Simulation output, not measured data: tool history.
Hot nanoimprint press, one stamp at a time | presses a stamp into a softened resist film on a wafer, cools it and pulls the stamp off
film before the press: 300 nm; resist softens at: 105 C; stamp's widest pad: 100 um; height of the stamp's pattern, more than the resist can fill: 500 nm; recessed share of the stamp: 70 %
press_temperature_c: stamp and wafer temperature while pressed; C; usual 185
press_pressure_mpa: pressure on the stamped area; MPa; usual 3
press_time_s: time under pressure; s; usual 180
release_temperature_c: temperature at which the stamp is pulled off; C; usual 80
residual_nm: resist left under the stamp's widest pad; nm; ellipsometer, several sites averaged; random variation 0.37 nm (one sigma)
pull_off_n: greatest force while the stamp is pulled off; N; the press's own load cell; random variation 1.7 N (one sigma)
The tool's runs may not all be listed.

run,hour,press_temperature_c,press_pressure_mpa,press_time_s,release_temperature_c,residual_nm,pull_off_n
1,0,185,3,180,80,135.1,227
2,36.6,182,3,180,80,146.5,230
# hour 46.6: plate thermocouple calibrated
# hour 97: stamp cleaned and given a new release coat
3,97,185,3.83,180,80,125.8,206
4,133.9,185,3.83,180,80,125.5,210
5,186.5,185,3.83,180,80,126.1,213
6,247,185,3,180,84,139.6,212
7,323.5,185,3,180,84,141,218
8,365.2,185,3,180,84,141.7,229

Forecast run 9:
# hour 383.3: stamp cleaned and given a new release coat
# hour 427.3: plate thermocouple calibrated
9,462.7,180,3.38,113,77,?,?

Run 9 gave residual_nm 172.8 nm, pull_off_n 218 N.
Without the tool's hidden state the same run would have given residual_nm 169 nm, pull_off_n 209 N.

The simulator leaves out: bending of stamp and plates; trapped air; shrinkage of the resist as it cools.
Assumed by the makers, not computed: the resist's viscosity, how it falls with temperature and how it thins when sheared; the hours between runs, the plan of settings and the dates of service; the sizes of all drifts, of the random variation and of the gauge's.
